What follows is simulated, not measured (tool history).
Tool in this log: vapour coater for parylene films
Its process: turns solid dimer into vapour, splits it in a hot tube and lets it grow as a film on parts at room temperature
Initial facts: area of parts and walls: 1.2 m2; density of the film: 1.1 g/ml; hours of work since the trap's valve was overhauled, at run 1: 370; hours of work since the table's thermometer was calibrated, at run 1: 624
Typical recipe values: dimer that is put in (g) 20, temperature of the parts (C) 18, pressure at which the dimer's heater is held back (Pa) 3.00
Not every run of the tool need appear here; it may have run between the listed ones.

run,hour,dimer that is put in (g),temperature of the parts (C),pressure at which the dimer's heater is held back (Pa),hours of work since the trap's valve was overhauled,hours of work since the table's thermometer was calibrated,thickness of the film (um)
1,0.0,20,18,3.00,370,624,8.36
2,38.6,20,18,3.00,397,651,8.34
3,108.9,20,18,3.00,447,701,8.40
4,170.2,20,18,3.00,490,744,8.33
5,211.3,20,18,3.00,519,773,8.50
6,253.6,20,18,3.00,549,803,8.38
7,323.4,20,18,3.00,598,853,8.36
# hour 358.0: trap's valve overhauled
8,362.9,20,18,3.00,3,878,8.41
9,405.0,20,18,4.20,33,907,8.21
10,475.3,20,12,4.20,83,957,9.98
11,519.0,20,12,4.20,114,988,10.00
12,586.2,20,12,4.20,161,1035,9.86
13,651.1,14,18,3.00,207,1081,5.85
14,717.7,14,18,3.00,254,1128,5.89
15,795.3,14,18,3.00,309,1183,5.91
16,851.7,20,19,3.00,349,1223,8.11
17,925.8,20,19,3.00,401,1275,8.15
18,965.9,20,19,3.00,430,1304,8.05
19,1007.1,20,19,3.00,459,1333,8.10
20,1055.7,20,19,3.00,493,1367,8.15
21,1122.6,20,16,3.00,540,1414,8.97
22,1197.5,20,16,3.00,593,1467,8.86
# hour 1238.6: trap's valve overhauled
23,1238.6,20,18,3.00,0,1494,8.29
24,1314.5,20,30,3.00,54,1547,5.76
25,1354.9,9,18,3.00,82,1576,3.85
26,1428.0,9,18,3.00,134,1627,3.78
27,1497.1,26,22,9.41,183,1676,8.86
# hour 1526.4: table's thermometer calibrated
28,1575.7,21,14,3.86,237,35,9.78
29,1640.3,20,11,9.20,283,81,9.61
30,1716.9,20,11,9.20,337,135,9.55
31,1750.7,20,18,4.81,361,159,8.17
32,1788.4,20,18,4.81,388,185,8.12
33,1832.9,11,23,11.93,419,217,3.56
34,1877.5,11,23,11.93,451,248,3.59
35,1918.0,11,23,11.93,479,277,3.63
36,1975.4,11,23,11.93,520,317,3.48
37,2029.3,10,15,8.77,558,355,4.23
38,2069.5,10,15,8.77,586,384,4.26
39,2108.6,10,15,8.77,614,411,4.24
# hour 2125.6: trap's valve overhauled
40,2165.6,10,15,8.77,28,449,4.35
41,2210.4,17,22,3.10,60,480,6.31
42,2261.3,25,16,6.06,96,516,10.51
43,2326.3,25,16,6.06,142,562,10.55
44,2399.8,25,16,6.06,194,614,10.68
45,2448.4,16,13,3.02,228,649,7.80
46,2500.6,16,13,3.02,265,686,7.89
47,2533.3,12,13,3.02,288,709,5.88

What if the next run were any one of these 3? Each begins from the tool's condition after run 47:
A,2597.2,13,10,8.12,333,754,?
B,2597.2,21,11,5.70,333,754,?
C,2597.2,27,13,6.13,333,754,?

run,thickness of the film (um)
A,6.50
B,10.50
C,12.58
Without the tool's hidden state the same runs would have given:
run,thickness of the film (um)
A,6.51
B,10.51
C,12.60
